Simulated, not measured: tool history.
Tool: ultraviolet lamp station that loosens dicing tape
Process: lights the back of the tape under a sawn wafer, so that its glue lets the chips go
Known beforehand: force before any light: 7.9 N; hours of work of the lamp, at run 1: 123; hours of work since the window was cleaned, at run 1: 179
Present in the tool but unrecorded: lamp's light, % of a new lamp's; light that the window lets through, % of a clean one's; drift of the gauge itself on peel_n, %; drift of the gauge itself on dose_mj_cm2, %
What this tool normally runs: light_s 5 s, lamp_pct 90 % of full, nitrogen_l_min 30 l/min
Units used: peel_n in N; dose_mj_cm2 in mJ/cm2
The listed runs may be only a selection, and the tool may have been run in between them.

| run | hour | light_s | lamp_pct | nitrogen_l_min | hours of work of the lamp | hours of work since the window was cleaned | peel_n | dose_mj_cm2 |
|---|---|---|---|---|---|---|---|---|
| 1 | 0 | 5 | 90 | 30 | 123 | 179 | 0.934 | 573 |
| 2 | 8.9 | 5 | 90 | 30 | 128 | 184 | 0.903 | 570 |
| 3 | 14.7 | 5 | 90 | 30 | 132 | 188 | 0.913 | 578 |
| 4 | 21.1 | 5 | 90 | 34 | 136 | 192 | 0.86 | 579 |
| 5 | 31.9 | 5 | 90 | 34 | 143 | 199 | 0.876 | 564 |
| 6 | 39.4 | 5 | 90 | 34 | 148 | 204 | 0.841 | 568 |
| 7 | 45.9 | 5 | 90 | 34 | 152 | 208 | 0.894 | 568 |
| 8 | 53.4 | 5 | 90 | 34 | 157 | 213 | 0.88 | 561 |
| 9 | 64.4 | 5 | 90 | 13 | 164 | 220 | 1.406 | 559 |
| 10 | 75.3 | 5 | 90 | 13 | 170 | 227 | 1.455 | 567 |
| 11 | 82.3 | 5 | 90 | 30 | 175 | 231 | 0.967 | 560 |
| 12 | 92.5 | 5 | 90 | 30 | 181 | 238 | 0.916 | 556 |
| 13 | 100.5 | 5 | 73 | 30 | 186 | 243 | 1.337 | 455 |
| 14 | 110.1 | 5 | 73 | 30 | 193 | 249 | 1.361 | 451 |
|  | 114.2 | window cleaned of glue's vapour |
| 15 | 115.3 | 5 | 73 | 30 | 195 | 1 | 1.497 | 431 |
| 16 | 124.7 | 5 | 90 | 30 | 201 | 7 | 1.033 | 541 |
| 17 | 132.5 | 5 | 90 | 30 | 206 | 12 | 1.013 | 537 |
| 18 | 141.2 | 5 | 90 | 30 | 212 | 17 | 1.034 | 539 |
| 19 | 152 | 5 | 90 | 30 | 219 | 24 | 1.032 | 530 |
|  | 157.3 | window cleaned of glue's vapour, once more |
| 20 | 157.3 | 5 | 90 | 54 | 222 | 0 | 0.691 | 577 |
| 21 | 162.8 | 5 | 90 | 54 | 225 | 3 | 0.719 | 574 |
| 22 | 168.3 | 5 | 90 | 54 | 229 | 7 | 0.714 | 577 |
| 23 | 178 | 6 | 65 | 30 | 235 | 13 | 1.152 | 501 |
| 24 | 183.3 | 6 | 63 | 16 | 238 | 17 | 1.642 | 493 |
| 25 | 191.9 | 6 | 63 | 16 | 244 | 22 | 1.735 | 484 |
| 26 | 198.4 | 5 | 69 | 12 | 248 | 26 | 2.081 | 437 |
| 27 | 207.9 | 6 | 90 | 22 | 254 | 32 | 0.786 | 680 |
| 28 | 215.4 | 6 | 90 | 22 | 259 | 37 | 0.763 | 680 |
| 29 | 220.1 | 6 | 67 | 22 | 262 | 40 | 1.323 | 507 |
| 30 | 229.6 | 5 | 94 | 22 | 268 | 46 | 1.039 | 594 |
| 31 | 238.4 | 5 | 94 | 22 | 273 | 51 | 1.044 | 590 |
| 32 | 245.6 | 5 | 94 | 22 | 278 | 56 | 1.031 | 583 |
| 33 | 256.4 | 4 | 66 | 13 | 285 | 63 | 2.951 | 333 |
| 34 | 263.8 | 7 | 94 | 30 | 289 | 68 | 0.478 | 828 |
| 35 | 271 | 7 | 87 | 45 | 294 | 72 | 0.459 | 757 |
| 36 | 279.4 | 5 | 89 | 11 | 299 | 78 | 1.561 | 557 |
| 37 | 288.1 | 3 | 90 | 30 | 305 | 83 | 2.08 | 330 |
| 38 | 298.9 | 3 | 90 | 30 | 312 | 90 | 2.074 | 336 |
| 39 | 309 | 7 | 65 | 15 | 318 | 96 | 1.421 | 561 |
| 40 | 319.5 | 5 | 65 | 25 | 325 | 103 | 1.814 | 401 |
| 41 | 327.5 | 6 | 63 | 19 | 330 | 108 | 1.612 | 466 |
| 42 | 332.2 | 3 | 90 | 21 | 333 | 111 | 2.337 | 330 |
| 43 | 342.3 | 3 | 69 | 13 | 339 | 117 | 3.528 | 250 |
| 44 | 347.1 | 6 | 71 | 9 | 342 | 120 | 1.934 | 520 |

Predict each of these 3 candidate next runs independently; none follows another, all start after run 44:
| A | 356.1 | 9 | 71 | 42 | 348 | 126 | ? | ? |
| B | 356.1 | 6 | 83 | 30 | 348 | 126 | ? | ? |
| C | 356.1 | 10 | 90 | 48 | 348 | 126 | ? | ? |

| run | peel_n | dose_mj_cm2 |
|---|---|---|
| A | 0.456 | 780 |
| B | 0.83 | 611 |
| C | 0.279 | 1094 |
Without the tool's hidden state the same runs would have given:
| run | peel_n | dose_mj_cm2 |
|---|---|---|
| A | 0.378 | 877 |
| B | 0.669 | 687 |
| C | 0.259 | 1230 |
